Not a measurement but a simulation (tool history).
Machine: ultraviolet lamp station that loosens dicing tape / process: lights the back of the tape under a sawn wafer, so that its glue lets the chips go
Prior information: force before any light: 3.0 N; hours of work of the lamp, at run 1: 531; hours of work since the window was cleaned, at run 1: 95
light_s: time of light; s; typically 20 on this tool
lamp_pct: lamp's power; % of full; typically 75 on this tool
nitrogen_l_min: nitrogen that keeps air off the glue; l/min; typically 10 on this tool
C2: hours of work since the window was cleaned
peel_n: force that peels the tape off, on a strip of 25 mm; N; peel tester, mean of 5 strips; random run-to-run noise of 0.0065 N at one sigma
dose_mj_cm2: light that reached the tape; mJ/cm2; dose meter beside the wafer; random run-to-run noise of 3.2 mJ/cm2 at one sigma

{"run": 1, "hour": 0.0, "light_s": 20, "lamp_pct": 75, "nitrogen_l_min": 10, "hours of work of the lamp": 531, "C2": 95, "peel_n": 0.274, "dose_mj_cm2": 407}
{"run": 2, "hour": 46.1, "light_s": 20, "lamp_pct": 75, "nitrogen_l_min": 10, "hours of work of the lamp": 557, "C2": 121, "peel_n": 0.285, "dose_mj_cm2": 404}
{"run": 3, "hour": 86.4, "light_s": 37, "lamp_pct": 75, "nitrogen_l_min": 10, "hours of work of the lamp": 580, "C2": 144, "peel_n": 0.167, "dose_mj_cm2": 716}
{"run": 4, "hour": 138.6, "light_s": 20, "lamp_pct": 75, "nitrogen_l_min": 10, "hours of work of the lamp": 609, "C2": 174, "peel_n": 0.287, "dose_mj_cm2": 385}
{"run": 5, "hour": 179.0, "light_s": 20, "lamp_pct": 75, "nitrogen_l_min": 10, "hours of work of the lamp": 632, "C2": 197, "peel_n": 0.284, "dose_mj_cm2": 377}
{"hour": 190.1, "done": "window cleaned of glue's vapour"}
{"run": 6, "hour": 223.6, "light_s": 20, "lamp_pct": 75, "nitrogen_l_min": 10, "hours of work of the lamp": 657, "C2": 19, "peel_n": 0.29, "dose_mj_cm2": 394}
{"run": 7, "hour": 263.1, "light_s": 20, "lamp_pct": 75, "nitrogen_l_min": 10, "hours of work of the lamp": 679, "C2": 41, "peel_n": 0.305, "dose_mj_cm2": 391}
{"run": 8, "hour": 308.1, "light_s": 20, "lamp_pct": 75, "nitrogen_l_min": 10, "hours of work of the lamp": 705, "C2": 67, "peel_n": 0.301, "dose_mj_cm2": 375}
{"run": 9, "hour": 354.7, "light_s": 20, "lamp_pct": 75, "nitrogen_l_min": 10, "hours of work of the lamp": 731, "C2": 93, "peel_n": 0.324, "dose_mj_cm2": 365}
{"run": 10, "hour": 420.4, "light_s": 27, "lamp_pct": 75, "nitrogen_l_min": 10, "hours of work of the lamp": 768, "C2": 130, "peel_n": 0.226, "dose_mj_cm2": 496}
{"run": 11, "hour": 486.0, "light_s": 20, "lamp_pct": 75, "nitrogen_l_min": 10, "hours of work of the lamp": 805, "C2": 167, "peel_n": 0.343, "dose_mj_cm2": 355}
{"run": 12, "hour": 516.3, "light_s": 20, "lamp_pct": 75, "nitrogen_l_min": 10, "hours of work of the lamp": 823, "C2": 184, "peel_n": 0.349, "dose_mj_cm2": 354}
{"hour": 548.9, "done": "window cleaned of glue's vapour"}
{"run": 13, "hour": 571.4, "light_s": 20, "lamp_pct": 75, "nitrogen_l_min": 10, "hours of work of the lamp": 853, "C2": 13, "peel_n": 0.327, "dose_mj_cm2": 362}
{"run": 14, "hour": 630.8, "light_s": 20, "lamp_pct": 75, "nitrogen_l_min": 10, "hours of work of the lamp": 887, "C2": 46, "peel_n": 0.335, "dose_mj_cm2": 354}
{"hour": 640.8, "done": "lamp changed"}
{"run": 15, "hour": 663.7, "light_s": 11, "lamp_pct": 75, "nitrogen_l_min": 10, "hours of work of the lamp": 13, "C2": 64, "peel_n": 0.487, "dose_mj_cm2": 275}
{"run": 16, "hour": 708.5, "light_s": 11, "lamp_pct": 75, "nitrogen_l_min": 3, "hours of work of the lamp": 38, "C2": 90, "peel_n": 0.913, "dose_mj_cm2": 272}
{"run": 17, "hour": 745.8, "light_s": 11, "lamp_pct": 75, "nitrogen_l_min": 3, "hours of work of the lamp": 59, "C2": 111, "peel_n": 0.94, "dose_mj_cm2": 262}
{"run": 18, "hour": 812.4, "light_s": 11, "lamp_pct": 75, "nitrogen_l_min": 3, "hours of work of the lamp": 97, "C2": 148, "peel_n": 0.956, "dose_mj_cm2": 260}
{"run": 19, "hour": 872.6, "light_s": 11, "lamp_pct": 75, "nitrogen_l_min": 3, "hours of work of the lamp": 131, "C2": 182, "peel_n": 0.979, "dose_mj_cm2": 253}
{"hour": 908.1, "done": "window cleaned of glue's vapour"}
{"run": 20, "hour": 926.0, "light_s": 11, "lamp_pct": 75, "nitrogen_l_min": 3, "hours of work of the lamp": 161, "C2": 10, "peel_n": 0.968, "dose_mj_cm2": 267}
{"run": 21, "hour": 965.4, "light_s": 11, "lamp_pct": 75, "nitrogen_l_min": 3, "hours of work of the lamp": 183, "C2": 32, "peel_n": 0.968, "dose_mj_cm2": 257}
{"run": 22, "hour": 1004.1, "light_s": 11, "lamp_pct": 75, "nitrogen_l_min": 3, "hours of work of the lamp": 205, "C2": 54, "peel_n": 0.979, "dose_mj_cm2": 257}
{"run": 23, "hour": 1073.0, "light_s": 11, "lamp_pct": 75, "nitrogen_l_min": 3, "hours of work of the lamp": 244, "C2": 93, "peel_n": 1, "dose_mj_cm2": 249}
{"run": 24, "hour": 1136.1, "light_s": 13, "lamp_pct": 75, "nitrogen_l_min": 10, "hours of work of the lamp": 280, "C2": 129, "peel_n": 0.453, "dose_mj_cm2": 290}
{"run": 25, "hour": 1182.3, "light_s": 20, "lamp_pct": 69, "nitrogen_l_min": 16, "hours of work of the lamp": 306, "C2": 155, "peel_n": 0.22, "dose_mj_cm2": 400}
{"run": 26, "hour": 1238.3, "light_s": 20, "lamp_pct": 75, "nitrogen_l_min": 8, "hours of work of the lamp": 337, "C2": 187, "peel_n": 0.271, "dose_mj_cm2": 427}
{"hour": 1268.0, "done": "window cleaned of glue's vapour"}
{"run": 27, "hour": 1270.6, "light_s": 16, "lamp_pct": 75, "nitrogen_l_min": 10, "hours of work of the lamp": 355, "C2": 1, "peel_n": 0.319, "dose_mj_cm2": 360}
{"run": 28, "hour": 1332.3, "light_s": 16, "lamp_pct": 75, "nitrogen_l_min": 10, "hours of work of the lamp": 390, "C2": 36, "peel_n": 0.342, "dose_mj_cm2": 352}
{"run": 29, "hour": 1376.0, "light_s": 20, "lamp_pct": 70, "nitrogen_l_min": 16, "hours of work of the lamp": 415, "C2": 61, "peel_n": 0.234, "dose_mj_cm2": 402}
{"run": 30, "hour": 1441.1, "light_s": 20, "lamp_pct": 70, "nitrogen_l_min": 16, "hours of work of the lamp": 452, "C2": 98, "peel_n": 0.243, "dose_mj_cm2": 400}
{"run": 31, "hour": 1489.0, "light_s": 13, "lamp_pct": 70, "nitrogen_l_min": 16, "hours of work of the lamp": 479, "C2": 125, "peel_n": 0.437, "dose_mj_cm2": 249}
{"run": 32, "hour": 1543.0, "light_s": 17, "lamp_pct": 75, "nitrogen_l_min": 10, "hours of work of the lamp": 509, "C2": 155, "peel_n": 0.339, "dose_mj_cm2": 346}

What does the tool deliver on the next run?
{"run": 33, "hour": 1604.8, "light_s": 20, "lamp_pct": 70, "nitrogen_l_min": 5, "hours of work of the lamp": 544, "C2": 190, "peel_n": "?", "dose_mj_cm2": "?"}

peel_n: 0.464 N
dose_mj_cm2: 370 mJ/cm2
The same run, on a tool lacking any hidden state, would have yielded peel_n 0.322 N, dose_mj_cm2 474 mJ/cm2.
